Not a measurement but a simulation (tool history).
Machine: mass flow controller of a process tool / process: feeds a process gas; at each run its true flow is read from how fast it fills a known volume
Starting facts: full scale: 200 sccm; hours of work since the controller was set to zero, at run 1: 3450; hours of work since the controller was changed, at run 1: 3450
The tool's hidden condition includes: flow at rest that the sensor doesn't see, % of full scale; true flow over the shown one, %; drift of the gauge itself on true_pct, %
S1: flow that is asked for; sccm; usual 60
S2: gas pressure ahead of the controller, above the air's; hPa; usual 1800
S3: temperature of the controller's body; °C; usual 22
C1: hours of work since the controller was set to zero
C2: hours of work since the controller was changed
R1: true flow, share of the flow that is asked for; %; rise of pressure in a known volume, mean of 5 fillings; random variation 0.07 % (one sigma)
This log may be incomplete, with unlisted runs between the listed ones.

run    hour   S1    S2  S3    C1    C2      R1
  1     0.0   60  1800  22  3450  3450   98.01
  2   128.2   60  1800  22  3510  3510   97.89
  3   328.5   60  1800  22  3604  3604   97.86
  4   430.1   60  1800  22  3652  3652   97.89
  5   616.2   60  1800  22  3740  3740   97.82
  6   808.4   60  1800  22  3830  3830   97.84
  7   922.8   60  1800  22  3884  3884   97.74
  8  1109.8   60  1800  22  3972  3972   97.69
  9  1263.9   60  1800  29  4044  4044   97.16
 10  1390.8   60  1800  20  4104  4104   97.84
 11  1496.5   60  1800  20  4154  4154   97.69
 12  1665.6   60  1800  36  4233  4233   96.68
 13  1818.8   48  1800  36  4305  4305   95.96
 14  1980.8   26  1790  22  4382  4382   93.92
     1991.1  -- controller's zero set anew
 15  2123.7  149  2190  23    62  4449   99.37
 16  2251.8   35  1500  22   123  4509   93.01
 17  2393.6   34  1800  27   189  4576   92.66
 18  2576.2   34  1800  27   275  4661   92.48
 19  2729.0   34  1800  27   347  4733   92.57
     2879.1  -- controller's zero set anew, once more
 20  2908.2   38  1420  22    14  4817   99.93
 21  3052.8   38  1420  22    82  4885   99.87
 22  3226.7   38  1420  22   163  4967   99.76
 23  3413.9   99  1420  22   252  5055  100.38

A few steps of R1 between consecutive runs. Split each: what settings, incoming material and random variation would produce without the hidden state, and what is left over for the hidden state, along with gauge scatter present in only one of the two compared results (measured, and without hidden state):
Run 15 -> 16: S1 149 -> 35, S2 2190 -> 1500, S3 23 -> 22. R1 -6.36 %: hidden state -5.26, all else -1.10.
Run 19 -> 20: S1 34 -> 38, S2 1800 -> 1420, S3 27 -> 22, controller's zero set anew, once more. R1 +7.36 %: hidden state +7.30, all else +0.06.

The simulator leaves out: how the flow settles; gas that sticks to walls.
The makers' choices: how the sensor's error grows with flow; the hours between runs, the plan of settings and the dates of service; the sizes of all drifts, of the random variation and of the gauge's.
